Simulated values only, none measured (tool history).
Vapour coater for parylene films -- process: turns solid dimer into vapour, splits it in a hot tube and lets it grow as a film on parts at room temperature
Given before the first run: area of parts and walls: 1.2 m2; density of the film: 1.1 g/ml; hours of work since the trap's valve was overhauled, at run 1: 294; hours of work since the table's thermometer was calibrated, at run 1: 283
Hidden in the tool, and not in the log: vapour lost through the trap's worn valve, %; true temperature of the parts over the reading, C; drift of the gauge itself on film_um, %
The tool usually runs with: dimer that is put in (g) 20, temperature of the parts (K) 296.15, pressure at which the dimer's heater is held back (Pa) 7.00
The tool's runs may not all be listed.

run	day	dimer that is put in (g)	temperature of the parts (K)	pressure at which the dimer's heater is held back (Pa)	hours of work since the trap's valve was overhauled	hours of work since the table's thermometer was calibrated	thickness of the film (nm)
1	0.000	20	296.15	7.00	294	283	8200
2	0.554	20	296.15	7.00	301	290	8240
3	0.896	20	297.15	7.00	305	294	7770
4	1.204	20	297.15	7.00	308	298	7860
5	1.729	20	296.15	7.00	315	304	8210
6	2.100	20	289.15	7.00	319	309	10230
7	2.479	20	296.15	10.11	324	313	7790
8	3.083	20	296.15	10.11	331	320	7910
9	3.550	20	296.15	10.11	336	326	7730
10	3.988	20	294.15	7.00	342	331	8680
11	4.617	20	294.15	7.00	349	339	8730
12	4.967	20	296.15	7.00	353	343	8050
13	5.600	20	296.15	7.00	361	350	8110
14	6.058	20	296.15	7.00	366	356	8170
15	6.571	20	296.15	9.29	372	362	7930
16	7.033	20	304.15	7.00	378	367	6020
17	7.596	20	304.15	7.00	385	374	6120
18	8.129	25	300.15	7.00	391	380	8730
19	8.429	25	300.15	7.00	395	384	8730
20	8.783	25	300.15	7.00	399	388	8870
21	9.267	13	306.15	3.42	405	394	4040
22	9.600	20	294.15	7.00	409	398	8790
23	9.938	13	289.15	7.00	413	402	6590
24	10.588	13	289.15	7.00	420	410	6670
25	11.104	20	303.15	10.07	426	416	6030
26	11.454	12	304.15	4.52	431	420	3820
27	11.846	8	295.15	7.00	435	425	3350

Hidden state or all else? Some run-to-run changes of thickness of the film (nm), split into what the settings, what came in and random variation would give without the hidden state, and what is left for the hidden state (with any gauge scatter that isn't in both results):
Run 20 -> 21: dimer that is put in (g) 25 -> 13, temperature of the parts (K) 300.15 -> 306.15, pressure at which the dimer's heater is held back (Pa) 7.00 -> 3.42. thickness of the film (nm) -4830: hidden state +270, all else -5100.
Run 21 -> 22: dimer that is put in (g) 13 -> 20, temperature of the parts (K) 306.15 -> 294.15, pressure at which the dimer's heater is held back (Pa) 3.42 -> 7.00. thickness of the film (nm) +4750: hidden state -280, all else +5030.
